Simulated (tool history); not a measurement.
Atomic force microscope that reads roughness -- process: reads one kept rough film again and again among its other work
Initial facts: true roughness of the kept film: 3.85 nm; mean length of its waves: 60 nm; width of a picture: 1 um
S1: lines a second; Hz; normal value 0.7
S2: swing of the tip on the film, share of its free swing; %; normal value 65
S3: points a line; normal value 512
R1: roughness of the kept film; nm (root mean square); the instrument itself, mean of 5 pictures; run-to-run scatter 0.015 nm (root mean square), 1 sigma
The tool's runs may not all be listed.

run,hour,S1,S2,S3,R1
1,0,0.7,65,512,3.591
2,12,0.7,68,512,3.549
3,21.9,0.7,68,512,3.534
# hour 33.6: new tip fitted
4,35.2,0.7,65,512,3.629
5,48.2,0.7,65,512,3.621
6,66.5,0.7,65,512,3.57
7,84.4,1.186,65,512,3.465
# hour 88.8: new tip fitted
8,105.3,1.186,65,512,3.557
9,121.1,1.186,65,512,3.509
10,130.9,1.186,65,512,3.476
# hour 143.6: new tip fitted
11,144.4,0.7,65,518,3.62
12,164.1,0.7,65,518,3.591
13,180.6,0.7,65,518,3.568
14,190.1,0.7,65,518,3.53
# hour 197.9: new tip fitted
15,207.3,0.7,65,518,3.645
16,222,0.7,65,518,3.597

Run 17, settings as shown, results not yet in. Your forecast:
17,233.3,1.086,72,421,?

R1: 3.439 nm (root mean square)
Take away the tool's hidden state, keep the run-to-run variation as it was, and the same run would have given R1 3.536 nm (root mean square).
